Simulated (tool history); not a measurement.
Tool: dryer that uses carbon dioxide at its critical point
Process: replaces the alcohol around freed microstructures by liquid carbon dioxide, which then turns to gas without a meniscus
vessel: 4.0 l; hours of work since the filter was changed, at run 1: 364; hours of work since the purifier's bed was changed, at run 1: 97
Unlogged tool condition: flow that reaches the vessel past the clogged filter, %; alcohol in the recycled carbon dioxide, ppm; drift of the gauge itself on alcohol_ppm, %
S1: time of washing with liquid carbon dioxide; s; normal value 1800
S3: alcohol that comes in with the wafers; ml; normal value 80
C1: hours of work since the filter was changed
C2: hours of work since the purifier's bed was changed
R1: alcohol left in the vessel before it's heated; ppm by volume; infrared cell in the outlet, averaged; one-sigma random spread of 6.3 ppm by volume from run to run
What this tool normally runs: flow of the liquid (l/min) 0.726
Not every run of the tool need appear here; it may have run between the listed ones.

{"run": 1, "day": 0.0, "S1": 1800, "flow of the liquid (l/min)": 0.726, "S3": 80, "C1": 364, "C2": 97, "R1": 437}
{"run": 2, "day": 0.708, "S1": 1800, "flow of the liquid (l/min)": 0.726, "S3": 80, "C1": 375, "C2": 108, "R1": 447}
{"run": 3, "day": 1.596, "S1": 1800, "flow of the liquid (l/min)": 0.726, "S3": 80, "C1": 389, "C2": 122, "R1": 472}
{"run": 4, "day": 2.496, "S1": 1800, "flow of the liquid (l/min)": 0.726, "S3": 68, "C1": 403, "C2": 136, "R1": 396}
{"run": 5, "day": 3.633, "S1": 1800, "flow of the liquid (l/min)": 0.726, "S3": 68, "C1": 421, "C2": 154, "R1": 409}
{"run": 6, "day": 4.446, "S1": 1800, "flow of the liquid (l/min)": 0.726, "S3": 68, "C1": 434, "C2": 167, "R1": 417}
{"run": 7, "day": 5.271, "S1": 1800, "flow of the liquid (l/min)": 0.726, "S3": 68, "C1": 447, "C2": 180, "R1": 448}
{"run": 8, "day": 5.871, "S1": 1800, "flow of the liquid (l/min)": 0.726, "S3": 68, "C1": 456, "C2": 189, "R1": 441}
{"day": 5.975, "done": "inlet filter changed"}
{"run": 9, "day": 6.529, "S1": 1800, "flow of the liquid (l/min)": 0.726, "S3": 80, "C1": 9, "C2": 199, "R1": 279}
{"run": 10, "day": 7.254, "S1": 1800, "flow of the liquid (l/min)": 0.726, "S3": 80, "C1": 20, "C2": 210, "R1": 285}
{"run": 11, "day": 8.092, "S1": 1800, "flow of the liquid (l/min)": 1.004, "S3": 70, "C1": 33, "C2": 223, "R1": 74}
{"run": 12, "day": 9.108, "S1": 1800, "flow of the liquid (l/min)": 1.004, "S3": 70, "C1": 49, "C2": 239, "R1": 73}
{"run": 13, "day": 10.483, "S1": 1200, "flow of the liquid (l/min)": 1.004, "S3": 42, "C1": 70, "C2": 260, "R1": 230}
{"run": 14, "day": 11.462, "S1": 1620, "flow of the liquid (l/min)": 1.004, "S3": 50, "C1": 86, "C2": 276, "R1": 94}
{"run": 15, "day": 12.208, "S1": 1800, "flow of the liquid (l/min)": 0.726, "S3": 111, "C1": 97, "C2": 287, "R1": 430}
{"run": 16, "day": 13.067, "S1": 1800, "flow of the liquid (l/min)": 0.726, "S3": 111, "C1": 111, "C2": 301, "R1": 446}
{"run": 17, "day": 14.225, "S1": 1860, "flow of the liquid (l/min)": 0.726, "S3": 37, "C1": 129, "C2": 319, "R1": 164}

Below, some changes in R1 between adjacent runs. For each, the amount present without the hidden state too (settings, incoming material, random variation) and the amount remaining for the hidden state with gauge scatter not shared by both compared results:
Run 8 -> 9: S3 68 -> 80, inlet filter changed. R1 -162 ppm by volume: hidden state -197, all else +35.
Run 14 -> 15: S1 1620 -> 1800, flow of the liquid (l/min) 1.004 -> 0.726, S3 50 -> 111. R1 +336 ppm by volume: hidden state +40, all else +296.

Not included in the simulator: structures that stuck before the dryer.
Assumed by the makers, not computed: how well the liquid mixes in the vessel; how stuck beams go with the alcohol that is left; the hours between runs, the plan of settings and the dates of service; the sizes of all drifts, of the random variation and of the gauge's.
